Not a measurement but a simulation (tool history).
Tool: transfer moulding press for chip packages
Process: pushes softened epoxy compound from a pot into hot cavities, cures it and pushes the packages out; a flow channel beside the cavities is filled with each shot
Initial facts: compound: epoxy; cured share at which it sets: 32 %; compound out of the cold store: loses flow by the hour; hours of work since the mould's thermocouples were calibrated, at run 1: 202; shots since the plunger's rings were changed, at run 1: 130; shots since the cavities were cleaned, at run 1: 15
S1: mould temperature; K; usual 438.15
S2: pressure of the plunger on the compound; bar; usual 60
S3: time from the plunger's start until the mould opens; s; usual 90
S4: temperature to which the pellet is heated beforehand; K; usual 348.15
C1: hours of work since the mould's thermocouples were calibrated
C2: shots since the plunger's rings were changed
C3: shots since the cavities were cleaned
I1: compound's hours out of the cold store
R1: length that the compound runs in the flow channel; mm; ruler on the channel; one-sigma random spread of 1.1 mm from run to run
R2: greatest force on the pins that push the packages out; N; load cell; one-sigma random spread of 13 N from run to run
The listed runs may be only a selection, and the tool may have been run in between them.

{"run": 1, "hour": 0.0, "S1": 438.15, "S2": 60, "S3": 90, "S4": 348.15, "C1": 202, "C2": 130, "C3": 15, "I1": 37, "R1": 522, "R2": 595}
{"run": 2, "hour": 19.0, "S1": 438.15, "S2": 60, "S3": 90, "S4": 348.15, "C1": 213, "C2": 326, "C3": 211, "I1": 11, "R1": 573, "R2": 838}
{"run": 3, "hour": 40.2, "S1": 438.15, "S2": 60, "S3": 90, "S4": 348.15, "C1": 225, "C2": 545, "C3": 430, "I1": 37.5, "R1": 519, "R2": 987}
{"hour": 45.5, "done": "cavities cleaned with cleaning compound and waxed"}
{"run": 4, "hour": 54.4, "S1": 438.15, "S2": 60, "S3": 90, "S4": 348.15, "C1": 232, "C2": 675, "C3": 91, "I1": 8.3, "R1": 574, "R2": 734}
{"run": 5, "hour": 71.4, "S1": 438.15, "S2": 60, "S3": 90, "S4": 348.15, "C1": 242, "C2": 851, "C3": 267, "I1": 42.8, "R1": 509, "R2": 865}
{"run": 6, "hour": 89.4, "S1": 438.15, "S2": 60, "S3": 90, "S4": 348.15, "C1": 252, "C2": 1037, "C3": 453, "I1": 25.5, "R1": 537, "R2": 1049}
{"hour": 92.0, "done": "cavities cleaned with cleaning compound and waxed"}
{"run": 7, "hour": 107.2, "S1": 438.15, "S2": 60, "S3": 90, "S4": 348.15, "C1": 261, "C2": 1205, "C3": 157, "I1": 17.3, "R1": 554, "R2": 774}
{"run": 8, "hour": 124.3, "S1": 443.15, "S2": 60, "S3": 72, "S4": 356.15, "C1": 271, "C2": 1381, "C3": 333, "I1": 27.7, "R1": 517, "R2": 1006}
{"hour": 138.3, "done": "cavities cleaned with cleaning compound and waxed"}
{"run": 9, "hour": 141.0, "S1": 433.15, "S2": 57, "S3": 103, "S4": 346.15, "C1": 279, "C2": 1537, "C3": 27, "I1": 30.5, "R1": 529, "R2": 635}
{"hour": 145.2, "done": "mould's thermocouples calibrated"}
{"run": 10, "hour": 157.1, "S1": 435.15, "S2": 66.4, "S3": 100, "S4": 346.15, "C1": 7, "C2": 1683, "C3": 173, "I1": 8.3, "R1": 609, "R2": 822}
{"run": 11, "hour": 169.9, "S1": 435.15, "S2": 64.8, "S3": 100, "S4": 354.15, "C1": 14, "C2": 1815, "C3": 305, "I1": 32.4, "R1": 550, "R2": 918}
{"hour": 186.8, "done": "cavities cleaned with cleaning compound and waxed"}
{"hour": 193.1, "done": "mould's thermocouples calibrated, once more"}
{"run": 12, "hour": 193.2, "S1": 437.15, "S2": 64.8, "S3": 100, "S4": 354.15, "C1": 0, "C2": 2019, "C3": 46, "I1": 35.6, "R1": 540, "R2": 603}
{"run": 13, "hour": 213.4, "S1": 438.15, "S2": 49.4, "S3": 90, "S4": 348.15, "C1": 11, "C2": 2228, "C3": 255, "I1": 42.3, "R1": 455, "R2": 915}

Run 14 is up next; what results do you expect?
{"run": 14, "hour": 225.2, "S1": 437.15, "S2": 56.2, "S3": 90, "S4": 348.15, "C1": 18, "C2": 2349, "C3": 376, "I1": 34.3, "R1": "?", "R2": "?"}

Run 14 came out at R1 503 mm, R2 1053 N.
Minus the tool's unlogged condition, the same run would have read R1 519 mm, R2 608 N.

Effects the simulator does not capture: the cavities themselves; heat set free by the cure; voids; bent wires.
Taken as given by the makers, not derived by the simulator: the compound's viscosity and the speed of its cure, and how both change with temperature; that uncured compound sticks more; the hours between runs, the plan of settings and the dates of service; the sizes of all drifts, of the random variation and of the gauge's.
